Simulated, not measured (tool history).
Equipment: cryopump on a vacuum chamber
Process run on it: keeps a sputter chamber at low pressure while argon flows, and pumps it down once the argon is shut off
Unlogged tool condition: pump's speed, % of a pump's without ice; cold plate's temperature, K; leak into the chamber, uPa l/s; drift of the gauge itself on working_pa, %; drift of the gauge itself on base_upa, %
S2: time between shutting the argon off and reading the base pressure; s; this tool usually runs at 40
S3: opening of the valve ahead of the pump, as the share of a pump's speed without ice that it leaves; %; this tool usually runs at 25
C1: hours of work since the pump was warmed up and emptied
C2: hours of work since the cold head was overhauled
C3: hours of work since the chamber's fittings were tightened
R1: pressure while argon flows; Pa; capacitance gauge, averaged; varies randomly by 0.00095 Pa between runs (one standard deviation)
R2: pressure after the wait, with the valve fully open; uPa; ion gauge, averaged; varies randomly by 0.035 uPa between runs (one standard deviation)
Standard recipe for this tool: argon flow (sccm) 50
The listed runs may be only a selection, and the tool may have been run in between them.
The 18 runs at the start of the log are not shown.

run 19 day=10.412 | argon_flow_(sccm)=37 S2=112 S3=25 | C1=301 C2=301 C3=862 | R1=0.1623 R2=1.99
run 20 day=11.038 | argon_flow_(sccm)=37 S2=112 S3=25 | C1=307 C2=307 C3=869 | R1=0.164 R2=1.92
run 21 day=11.579 | argon_flow_(sccm)=45 S2=172 S3=56 | C1=313 C2=313 C3=875 | R1=0.0986 R2=1.71
run 22 day=12.258 | argon_flow_(sccm)=39 S2=87 S3=37 | C1=321 C2=321 C3=882 | R1=0.1223 R2=2.15
run 23 day=12.962 | argon_flow_(sccm)=54 S2=40 S3=25 | C1=329 C2=329 C3=890 | R1=0.239 R2=3.03
run 24 day=13.483 | argon_flow_(sccm)=39 S2=31 S3=45 | C1=334 C2=334 C3=896 | R1=0.1027 R2=3.64
-- day=14.008 pump warmed up, emptied and cooled again
run 25 day=14.425 | argon_flow_(sccm)=43 S2=80 S3=25 | C1=5 C2=343 C3=904 | R1=0.1736 R2=1.87
run 26 day=14.925 | argon_flow_(sccm)=43 S2=80 S3=25 | C1=10 C2=348 C3=909 | R1=0.1758 R2=1.9
run 27 day=15.658 | argon_flow_(sccm)=43 S2=31 S3=39 | C1=18 C2=356 C3=917 | R1=0.1126 R2=3.26
run 28 day=16.312 | argon_flow_(sccm)=43 S2=294 S3=45 | C1=25 C2=363 C3=925 | R1=0.0982 R2=1.29
run 29 day=17.046 | argon_flow_(sccm)=43 S2=294 S3=45 | C1=33 C2=371 C3=933 | R1=0.0984 R2=1.33
run 30 day=17.504 | argon_flow_(sccm)=43 S2=294 S3=45 | C1=39 C2=376 C3=938 | R1=0.0989 R2=1.32
run 31 day=17.833 | argon_flow_(sccm)=43 S2=164 S3=19 | C1=42 C2=380 C3=941 | R1=0.2302 R2=1.44
run 32 day=18.338 | argon_flow_(sccm)=43 S2=164 S3=19 | C1=48 C2=386 C3=947 | R1=0.2302 R2=1.53
run 33 day=19 | argon_flow_(sccm)=43 S2=164 S3=19 | C1=55 C2=393 C3=954 | R1=0.2328 R2=1.54
run 34 day=19.708 | argon_flow_(sccm)=57 S2=43 S3=19 | C1=63 C2=401 C3=962 | R1=0.3052 R2=2.7

Forecast each of these 4 alternatives for the next run:
run A day=20.375 | argon_flow_(sccm)=57 S2=66 S3=19 | C1=70 C2=408 C3=970 | R1=? R2=?
run B day=20.375 | argon_flow_(sccm)=92 S2=59 S3=24 | C1=70 C2=408 C3=970 | R1=? R2=?
run C day=20.375 | argon_flow_(sccm)=28 S2=51 S3=31 | C1=70 C2=408 C3=970 | R1=? R2=?
run D day=20.375 | argon_flow_(sccm)=57 S2=31 S3=59 | C1=70 C2=408 C3=970 | R1=? R2=?

run=A R1=0.3075 R2=2.24
run=B R1=0.3937 R2=2.26
run=C R1=0.0953 R2=2.48
run=D R1=0.1022 R2=3.33
Without the tool's hidden state the same runs would have given:
run=A R1=0.303 R2=1.26
run=B R1=0.3865 R2=1.31
run=C R1=0.0931 R2=1.51
run=D R1=0.0977 R2=2.37

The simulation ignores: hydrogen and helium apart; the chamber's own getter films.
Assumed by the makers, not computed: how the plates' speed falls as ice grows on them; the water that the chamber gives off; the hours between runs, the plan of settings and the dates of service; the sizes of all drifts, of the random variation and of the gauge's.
